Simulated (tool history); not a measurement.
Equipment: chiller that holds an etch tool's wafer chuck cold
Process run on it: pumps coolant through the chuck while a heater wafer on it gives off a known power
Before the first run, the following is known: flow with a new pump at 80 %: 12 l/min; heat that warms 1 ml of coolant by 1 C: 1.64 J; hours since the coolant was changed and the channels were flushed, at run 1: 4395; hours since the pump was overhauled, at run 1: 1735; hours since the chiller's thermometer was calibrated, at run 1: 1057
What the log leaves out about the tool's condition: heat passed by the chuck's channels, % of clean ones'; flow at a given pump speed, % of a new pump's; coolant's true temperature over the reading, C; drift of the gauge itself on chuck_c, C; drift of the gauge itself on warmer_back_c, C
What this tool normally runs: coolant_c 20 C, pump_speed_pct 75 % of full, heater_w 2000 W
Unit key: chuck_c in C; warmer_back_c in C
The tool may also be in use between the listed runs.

run,day,coolant_c,pump_speed_pct,heater_w,hours since the coolant was changed and the channels were flushed,hours since the pump was overhauled,hours since the chiller's thermometer was calibrated,chuck_c,warmer_back_c
1,0.000,20,75,2000,4395,1735,1057,44.4,6.71
2,2.342,20,75,2012,4451,1792,1114,44.4,6.74
3,4.688,20,75,2012,4507,1848,1170,44.7,6.83
4,7.788,20,75,2000,4582,1922,1244,44.3,6.68
5,10.454,20,75,2000,4646,1986,1308,44.7,6.75
6,13.275,20,93,2000,4713,2054,1376,40.4,5.39

Estimate the outcome of run 7 from the log above:
7,15.162,17,68,1058,4759,2099,1421,?,?

{"run 7": {"chuck_c": 31.5, "warmer_back_c": 3.94}}
The same run, on a tool lacking any hidden state, would have yielded chuck_c 28.6 C, warmer_back_c 3.80 C.
